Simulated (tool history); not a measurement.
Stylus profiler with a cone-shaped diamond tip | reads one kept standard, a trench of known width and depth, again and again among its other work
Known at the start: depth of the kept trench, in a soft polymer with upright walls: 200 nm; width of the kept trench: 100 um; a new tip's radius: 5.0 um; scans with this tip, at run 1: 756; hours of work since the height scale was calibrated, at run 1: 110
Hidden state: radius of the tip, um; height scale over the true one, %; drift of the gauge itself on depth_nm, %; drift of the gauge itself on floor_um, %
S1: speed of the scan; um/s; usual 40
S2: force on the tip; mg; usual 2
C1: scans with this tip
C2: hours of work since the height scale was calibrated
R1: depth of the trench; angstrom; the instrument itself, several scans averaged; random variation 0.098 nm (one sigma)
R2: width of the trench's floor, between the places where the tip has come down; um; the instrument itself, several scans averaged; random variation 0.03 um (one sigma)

run 1 hour=0 | S1=40 S2=2 | C1=756 C2=110 | R1=2009.7 R2=96.98
run 2 hour=29.9 | S1=15 S2=2 | C1=900 C2=131 | R1=2009.9 R2=97.17
run 3 hour=55.2 | S1=26 S2=2 | C1=1020 C2=148 | R1=2012.8 R2=97.05
run 4 hour=79.3 | S1=26 S2=2 | C1=1136 C2=165 | R1=2010.3 R2=97.07
run 5 hour=113.7 | S1=26 S2=2 | C1=1301 C2=189 | R1=2010.9 R2=97.06
run 6 hour=136.6 | S1=40 S2=2 | C1=1411 C2=205 | R1=2010.4 R2=96.93
run 7 hour=172.8 | S1=40 S2=2 | C1=1584 C2=230 | R1=2009.9 R2=96.99
run 8 hour=202.5 | S1=40 S2=2 | C1=1726 C2=251 | R1=2011.3 R2=97
run 9 hour=221 | S1=123 S2=2 | C1=1815 C2=264 | R1=2011.4 R2=96.53
run 10 hour=236.2 | S1=123 S2=1.95 | C1=1887 C2=274 | R1=2011.7 R2=96.52
run 11 hour=266.5 | S1=123 S2=1.95 | C1=2032 C2=296 | R1=2012.3 R2=96.57
run 12 hour=281.1 | S1=114 S2=2 | C1=2102 C2=306 | R1=2012.3 R2=96.58
run 13 hour=312.3 | S1=114 S2=2 | C1=2252 C2=327 | R1=2013.2 R2=96.61
run 14 hour=342.9 | S1=114 S2=2 | C1=2398 C2=349 | R1=2013.1 R2=96.62
run 15 hour=375 | S1=57 S2=2 | C1=2552 C2=371 | R1=2013.1 R2=96.85
run 16 hour=395 | S1=57 S2=2 | C1=2648 C2=385 | R1=2012.3 R2=96.88
run 17 hour=418.3 | S1=57 S2=2 | C1=2759 C2=401 | R1=2012.4 R2=96.83
run 18 hour=437.7 | S1=57 S2=2 | C1=2852 C2=415 | R1=2014 R2=96.84
run 19 hour=465.5 | S1=77 S2=2.71 | C1=2985 C2=434 | R1=2015.3 R2=96.76
run 20 hour=480.8 | S1=60 S2=2.8 | C1=3058 C2=445 | R1=2013 R2=96.85
run 21 hour=500.3 | S1=60 S2=5.72 | C1=3152 C2=458 | R1=2024.7 R2=96.97
run 22 hour=522.1 | S1=72 S2=1.1 | C1=3256 C2=473 | R1=2011.6 R2=96.65
run 23 hour=550.4 | S1=54 S2=2.73 | C1=3392 C2=493 | R1=2018.8 R2=96.9
run 24 hour=584.7 | S1=26 S2=2.62 | C1=3556 C2=517 | R1=2015.6 R2=97.01
run 25 hour=614.7 | S1=94 S2=2.66 | C1=3699 C2=538 | R1=2016.2 R2=96.72
run 26 hour=646.7 | S1=94 S2=2.66 | C1=3853 C2=560 | R1=2016.5 R2=96.75
run 27 hour=672.8 | S1=94 S2=1.04 | C1=3978 C2=578 | R1=2010.1 R2=96.49
run 28 hour=694.6 | S1=122 S2=2 | C1=4082 C2=593 | R1=2014.4 R2=96.44
run 29 hour=711.5 | S1=122 S2=2 | C1=4163 C2=605 | R1=2015.6 R2=96.49
run 30 hour=728.3 | S1=45 S2=5.34 | C1=4243 C2=617 | R1=2025 R2=96.94
run 31 hour=749.2 | S1=13 S2=0.88 | C1=4344 C2=631 | R1=2011.5 R2=97.02
run 32 hour=770.9 | S1=133 S2=5.54 | C1=4447 C2=647 | R1=2025.2 R2=96.65

Measured less the same run without the tool's hidden state. The same run-to-run variation is in both; the gauge's scatter may not be:
run=1 R1=+0.4 R2=+0.02
run=2 R1=+0.6 R2=+0.02
run=3 R1=+0.7 R2=+0.01
run=4 R1=+0.9 R2=+0.01
run=5 R1=+1.1 R2=+0
run=6 R1=+1.4 R2=+0
run=7 R1=+1.6 R2=-0.01
run=8 R1=+1.8 R2=-0.01
run=9 R1=+1.9 R2=-0.01
run=10 R1=+2.1 R2=-0.02
run=11 R1=+2.3 R2=-0.02
run=12 R1=+2.4 R2=-0.03
run=13 R1=+2.6 R2=-0.04
run=14 R1=+2.8 R2=-0.04
run=15 R1=+3 R2=-0.05
run=16 R1=+3.2 R2=-0.05
run=17 R1=+3.4 R2=-0.05
run=18 R1=+3.5 R2=-0.05
run=19 R1=+3.7 R2=-0.06
run=20 R1=+3.8 R2=-0.06
run=21 R1=+3.9 R2=-0.06
run=22 R1=+4 R2=-0.06
run=23 R1=+4.3 R2=-0.08
run=24 R1=+4.5 R2=-0.08
run=25 R1=+4.7 R2=-0.09
run=26 R1=+5 R2=-0.08
run=27 R1=+5.1 R2=-0.09
run=28 R1=+5.3 R2=-0.1
run=29 R1=+5.3 R2=-0.1
run=30 R1=+5.5 R2=-0.1
run=31 R1=+5.6 R2=-0.11
run=32 R1=+5.8 R2=-0.11

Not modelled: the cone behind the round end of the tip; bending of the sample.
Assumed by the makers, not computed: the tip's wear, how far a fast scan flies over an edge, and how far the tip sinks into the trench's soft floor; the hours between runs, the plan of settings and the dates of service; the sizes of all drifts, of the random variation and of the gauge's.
